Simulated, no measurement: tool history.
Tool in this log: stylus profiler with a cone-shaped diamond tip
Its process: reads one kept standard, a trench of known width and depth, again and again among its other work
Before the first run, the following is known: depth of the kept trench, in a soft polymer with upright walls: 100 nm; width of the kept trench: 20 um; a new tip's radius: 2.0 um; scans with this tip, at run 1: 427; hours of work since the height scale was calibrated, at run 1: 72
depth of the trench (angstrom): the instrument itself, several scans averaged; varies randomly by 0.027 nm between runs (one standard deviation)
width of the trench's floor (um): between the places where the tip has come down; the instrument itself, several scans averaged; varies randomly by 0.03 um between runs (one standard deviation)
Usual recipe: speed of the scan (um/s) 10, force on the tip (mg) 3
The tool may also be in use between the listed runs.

run     day  speed of the scan (um/s)  force on the tip (mg)  scans with this tip  hours of work since the height scale was calibrated  depth of the trench (angstrom)  width of the trench's floor (um)
  1       0                        10                      3                  427                                                   72                          1010.8                             18.65
  2   0.725                        10                   2.66                  469                                                   79                          1009.5                             18.67
  3   2.079                        10                   2.66                  548                                                   92                          1009.4                             18.66
  4   3.108                        10                   2.66                  608                                                  102                          1009.2                             18.57
  5     4.4                        10                   2.66                  683                                                  115                          1009.9                              18.6
  6   5.612                        10                   3.48                  753                                                  127                          1011.6                             18.61
  7   7.221                        10                   3.48                  847                                                  143                          1011.2                             18.63
  8   8.496                        10                    2.9                  921                                                  155                          1009.8                             18.55
  9   9.846                        10                    2.9                 1000                                                  168                          1009.5                             18.57
 10  10.767                        10                    2.9                 1053                                                  177                          1009.6                             18.57
 11  11.554                        10                      3                 1099                                                  185                          1009.7                             18.62
 12  12.862                        10                      3                 1176                                                  198                          1010.1                             18.59
 13  13.746                        10                      3                 1227                                                  207                          1009.7                             18.55
 14  15.262                        10                      3                 1315                                                  221                            1010                             18.57
 15  16.762                        10                      3                 1402                                                  236                          1009.9                             18.52
 16  18.162                        12                    4.3                 1484                                                  250                          1012.2                             18.54
 17  19.492                        28                    4.3                 1561                                                  263                          1012.4                             18.49
 18  20.746                         5                   2.67                 1634                                                  275                            1009                             18.48
 19  21.825                         2                   1.68                 1697                                                  286                          1006.1                             18.51
 20  22.938                         6                   1.64                 1762                                                  297                          1006.5                             18.57
     23.033  -- height scale calibrated on a step standard
 21  24.204                         6                   1.64                 1835                                                   11                          1005.6                             18.48
 22  25.079                         9                      2                 1885                                                   20                          1006.1                             18.48
 23  26.171                        20                   4.73                 1949                                                   31                          1012.3                             18.51
 24  27.658                        20                   4.73                 2035                                                   45                          1012.4                             18.49
 25  29.158                         5                   4.77                 2123                                                   60                            1013                             18.45
     29.788  -- height scale calibrated on a step standard, once more
 26  30.783                        21                   7.49                 2216                                                   10                          1018.6                             18.47
 27    32.3                        21                   7.49                 2305                                                   25                          1018.4                             18.48
 28  33.467                         5                      3                 2372                                                   36                          1009.6                             18.45
 29  34.529                         2                   4.69                 2434                                                   46                          1013.1                             18.45
 30  35.796                         2                   4.69                 2508                                                   59                          1013.3                             18.51

Below, each run's measurement less what the same run would have read without the hidden state. Both values contain the same run-to-run variation, but the gauge's scatter may not be the same in both:
The hidden state here: radius of the tip, um; height scale over the true one, %; drift of the gauge itself on depth_nm, %; drift of the gauge itself on floor_um, %.
run  depth of the trench (angstrom)  width of the trench's floor (um)
  1                            -0.2                             -0.08
  2                            -0.1                             -0.08
  3                            -0.2                             -0.09
  4                            -0.2                              -0.1
  5                            -0.3                              -0.1
  6                            -0.3                             -0.11
  7                            -0.4                             -0.12
  8                            -0.5                             -0.13
  9                            -0.5                             -0.14
 10                            -0.6                             -0.14
 11                            -0.6                             -0.15
 12                            -0.6                             -0.15
 13                            -0.7                             -0.16
 14                            -0.6                             -0.17
 15                            -0.8                             -0.18
 16                            -0.8                             -0.19
 17                            -0.8                             -0.19
 18                            -0.9                              -0.2
 19                            -0.9                              -0.2
 20                              -1                             -0.21
 21                            -1.5                             -0.22
 22                            -1.5                             -0.22
 23                            -1.6                             -0.23
 24                            -1.7                             -0.24
 25                            -1.7                             -0.25
 26                            -0.6                             -0.26
 27                            -0.7                             -0.27
 28                            -0.7                             -0.28
 29                            -0.8                             -0.28
 30                            -0.8                             -0.28
